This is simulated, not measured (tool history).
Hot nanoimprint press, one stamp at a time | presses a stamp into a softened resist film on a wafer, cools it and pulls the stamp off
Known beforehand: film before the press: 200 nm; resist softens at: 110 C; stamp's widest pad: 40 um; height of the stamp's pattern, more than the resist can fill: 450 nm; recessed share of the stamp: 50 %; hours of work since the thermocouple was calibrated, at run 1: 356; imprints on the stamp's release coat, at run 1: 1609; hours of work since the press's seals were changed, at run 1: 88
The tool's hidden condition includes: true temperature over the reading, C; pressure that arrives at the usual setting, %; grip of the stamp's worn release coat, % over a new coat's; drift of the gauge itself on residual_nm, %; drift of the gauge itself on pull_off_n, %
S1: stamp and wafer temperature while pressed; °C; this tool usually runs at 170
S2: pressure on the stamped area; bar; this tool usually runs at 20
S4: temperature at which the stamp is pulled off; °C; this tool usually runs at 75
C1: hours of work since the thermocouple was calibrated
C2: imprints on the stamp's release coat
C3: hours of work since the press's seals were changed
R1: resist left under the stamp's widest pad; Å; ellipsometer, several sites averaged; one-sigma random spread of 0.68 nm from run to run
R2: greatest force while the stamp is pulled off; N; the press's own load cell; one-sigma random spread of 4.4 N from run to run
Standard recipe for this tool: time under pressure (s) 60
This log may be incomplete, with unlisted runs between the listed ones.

run 1 hour=0 | S1=170 S2=20 time_under_pressure_(s)=60 S4=75 | C1=356 C2=1609 C3=88 | R1=810 R2=345
run 2 hour=4.9 | S1=170 S2=20 time_under_pressure_(s)=60 S4=75 | C1=358 C2=1622 C3=90 | R1=812 R2=372
run 3 hour=10.4 | S1=170 S2=21.8 time_under_pressure_(s)=60 S4=75 | C1=361 C2=1636 C3=93 | R1=775 R2=366
run 4 hour=18.6 | S1=170 S2=20 time_under_pressure_(s)=60 S4=75 | C1=365 C2=1657 C3=96 | R1=823 R2=355
run 5 hour=23.6 | S1=170 S2=20 time_under_pressure_(s)=92 S4=75 | C1=367 C2=1670 C3=98 | R1=691 R2=354
-- hour=32.9 stamp cleaned and given a new release coat
run 6 hour=38.4 | S1=170 S2=20 time_under_pressure_(s)=92 S4=75 | C1=371 C2=14 C3=102 | R1=693 R2=220
run 7 hour=42.6 | S1=170 S2=20 time_under_pressure_(s)=92 S4=75 | C1=373 C2=25 C3=104 | R1=696 R2=224
run 8 hour=52.1 | S1=170 S2=20 time_under_pressure_(s)=92 S4=75 | C1=377 C2=49 C3=109 | R1=702 R2=222
run 9 hour=58 | S1=170 S2=20 time_under_pressure_(s)=92 S4=75 | C1=380 C2=64 C3=111 | R1=691 R2=228
run 10 hour=64.7 | S1=175 S2=17.4 time_under_pressure_(s)=61 S4=82 | C1=383 C2=81 C3=114 | R1=710 R2=191
run 11 hour=74.6 | S1=178 S2=15.7 time_under_pressure_(s)=64 S4=76 | C1=387 C2=107 C3=119 | R1=669 R2=230
run 12 hour=82.1 | S1=170 S2=14 time_under_pressure_(s)=105 S4=79 | C1=391 C2=126 C3=122 | R1=802 R2=217
run 13 hour=91.1 | S1=170 S2=20 time_under_pressure_(s)=92 S4=80 | C1=395 C2=149 C3=126 | R1=696 R2=213
run 14 hour=100.5 | S1=169 S2=19 time_under_pressure_(s)=46 S4=64 | C1=399 C2=173 C3=131 | R1=956 R2=296
run 15 hour=104.6 | S1=170 S2=20 time_under_pressure_(s)=95 S4=75 | C1=401 C2=183 C3=132 | R1=685 R2=240
run 16 hour=110.9 | S1=170 S2=20 time_under_pressure_(s)=60 S4=66 | C1=404 C2=199 C3=135 | R1=816 R2=288
run 17 hour=120.3 | S1=170 S2=28.8 time_under_pressure_(s)=53 S4=75 | C1=408 C2=224 C3=140 | R1=725 R2=241

Forecast each of these 4 alternatives for the next run:
run A hour=128.8 | S1=170 S2=17.9 time_under_pressure_(s)=90 S4=64 | C1=412 C2=245 C3=143 | R1=? R2=?
run B hour=128.8 | S1=162 S2=28.8 time_under_pressure_(s)=91 S4=65 | C1=412 C2=245 C3=143 | R1=? R2=?
run C hour=128.8 | S1=170 S2=16.2 time_under_pressure_(s)=60 S4=75 | C1=412 C2=245 C3=143 | R1=? R2=?
run D hour=128.8 | S1=162 S2=14.3 time_under_pressure_(s)=80 S4=75 | C1=412 C2=245 C3=143 | R1=? R2=?

run=A R1=748 R2=304
run=B R1=827 R2=292
run=C R1=912 R2=241
run=D R1=1221 R2=243
With no hidden state in the tool, these same runs would have given:
run=A R1=693 R2=272
run=B R1=758 R2=262
run=C R1=849 R2=214
run=D R1=1141 R2=216

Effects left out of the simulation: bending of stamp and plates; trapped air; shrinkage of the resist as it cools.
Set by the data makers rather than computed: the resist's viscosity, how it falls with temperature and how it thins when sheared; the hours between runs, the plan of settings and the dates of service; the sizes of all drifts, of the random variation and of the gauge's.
